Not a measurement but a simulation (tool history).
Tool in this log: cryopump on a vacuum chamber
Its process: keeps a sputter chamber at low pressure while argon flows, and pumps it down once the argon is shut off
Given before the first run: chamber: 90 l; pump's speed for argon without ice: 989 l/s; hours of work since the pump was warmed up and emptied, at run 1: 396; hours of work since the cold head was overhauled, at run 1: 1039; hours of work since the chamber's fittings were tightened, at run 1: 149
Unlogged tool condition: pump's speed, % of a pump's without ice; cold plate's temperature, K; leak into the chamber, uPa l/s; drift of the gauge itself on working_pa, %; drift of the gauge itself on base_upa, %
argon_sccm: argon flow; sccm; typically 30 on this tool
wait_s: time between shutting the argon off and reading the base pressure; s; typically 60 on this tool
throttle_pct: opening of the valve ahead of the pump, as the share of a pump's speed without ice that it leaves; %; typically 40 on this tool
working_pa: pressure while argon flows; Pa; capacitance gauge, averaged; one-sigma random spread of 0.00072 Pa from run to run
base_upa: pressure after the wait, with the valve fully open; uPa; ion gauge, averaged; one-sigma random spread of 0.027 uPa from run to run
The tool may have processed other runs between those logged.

run	hour	argon_sccm	wait_s	throttle_pct	hours of work since the pump was warmed up and emptied	hours of work since the cold head was overhauled	hours of work since the chamber's fittings were tightened	working_pa	base_upa
1	0	30	60	40	396	1039	149	0.1409	1.45
2	27.4	30	60	40	412	1055	164	0.141	1.52
3	51.1	30	60	27	425	1068	178	0.2037	1.55
4	97.9	30	60	40	452	1095	205	0.1432	1.58
5	128	30	60	40	469	1112	222	0.1436	1.68
6	158.3	30	60	40	486	1130	239	0.145	1.65
7	197.9	32	152	40	509	1152	262	0.1548	1.21
8	232.1	15	152	23	529	1172	281	0.1209	1.25
9	256.6	15	111	23	543	1186	295	0.1204	1.43
10	299.5	30	160	16	567	1210	320	0.3396	1.37
11	343.6	16	21	49	592	1235	345	0.0678	3.46

Some steps in working_pa between neighbouring runs. How much of each would the tool show without its hidden state too (settings, what came in, random variation), and how much is left for the hidden state, with any gauge scatter that isn't in both results?
Run 9 -> 10: argon_sccm 15 -> 30, wait_s 111 -> 160, throttle_pct 23 -> 16. working_pa +0.2192 Pa: hidden state +0.0105, all else +0.2087.
Run 10 -> 11: argon_sccm 30 -> 16, wait_s 160 -> 21, throttle_pct 16 -> 49. working_pa -0.2718 Pa: hidden state -0.0085, all else -0.2633.
